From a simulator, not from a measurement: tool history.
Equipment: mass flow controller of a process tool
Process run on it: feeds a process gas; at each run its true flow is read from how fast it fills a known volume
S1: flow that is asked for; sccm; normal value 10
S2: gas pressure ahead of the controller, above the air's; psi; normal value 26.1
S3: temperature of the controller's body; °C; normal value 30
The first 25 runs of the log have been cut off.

{"run": 26, "hour": 8269.2, "S1": 10, "S2": 27.6, "S3": 30, "true flow (%)": 98.19}
{"run": 27, "hour": 8488.2, "S1": 8, "S2": 26.4, "S3": 33, "true flow (%)": 98.27}
{"run": 28, "hour": 8715.3, "S1": 6, "S2": 23.9, "S3": 30, "true flow (%)": 97.95}
{"run": 29, "hour": 9039.2, "S1": 6, "S2": 23.1, "S3": 26, "true flow (%)": 97.71}
{"run": 30, "hour": 9346.5, "S1": 6, "S2": 23.1, "S3": 26, "true flow (%)": 97.85}
{"run": 31, "hour": 9787.1, "S1": 6, "S2": 23.1, "S3": 26, "true flow (%)": 97.78}
{"run": 32, "hour": 9999.3, "S1": 6, "S2": 23.1, "S3": 26, "true flow (%)": 97.72}
{"run": 33, "hour": 10267.0, "S1": 2, "S2": 36.3, "S3": 21, "true flow (%)": 96.47}
{"run": 34, "hour": 10579.8, "S1": 2, "S2": 26.1, "S3": 21, "true flow (%)": 96.73}
{"run": 35, "hour": 10807.5, "S1": 2, "S2": 33.5, "S3": 21, "true flow (%)": 96.36}

Branching from run 35: 5 alternative next runs. What would each branch give?
{"hour": 10990.2, "done": "controller's zero set anew"}
{"run": "A", "hour": 11065.1, "S1": 7, "S2": 22.9, "S3": 24, "true flow (%)": "?"}
{"hour": 10990.2, "done": "controller's zero set anew"}
{"run": "B", "hour": 11065.1, "S1": 3, "S2": 25.4, "S3": 38, "true flow (%)": "?"}
{"hour": 10990.2, "done": "controller's zero set anew"}
{"run": "C", "hour": 11065.1, "S1": 2, "S2": 33.5, "S3": 21, "true flow (%)": "?"}
{"hour": 10990.2, "done": "controller's zero set anew"}
{"run": "D", "hour": 11065.1, "S1": 10, "S2": 33.2, "S3": 30, "true flow (%)": "?"}
{"hour": 10990.2, "done": "controller's zero set anew"}
{"run": "E", "hour": 11065.1, "S1": 10, "S2": 33.5, "S3": 21, "true flow (%)": "?"}

run=A true_flow_(%)=97.62
run=B true_flow_(%)=97.71
run=C true_flow_(%)=96.38
run=D true_flow_(%)=97.8
run=E true_flow_(%)=97.31
With no hidden state in the tool, these same runs would have given:
run=A true_flow_(%)=98.67
run=B true_flow_(%)=98.76
run=C true_flow_(%)=97.42
run=D true_flow_(%)=98.85
run=E true_flow_(%)=98.36

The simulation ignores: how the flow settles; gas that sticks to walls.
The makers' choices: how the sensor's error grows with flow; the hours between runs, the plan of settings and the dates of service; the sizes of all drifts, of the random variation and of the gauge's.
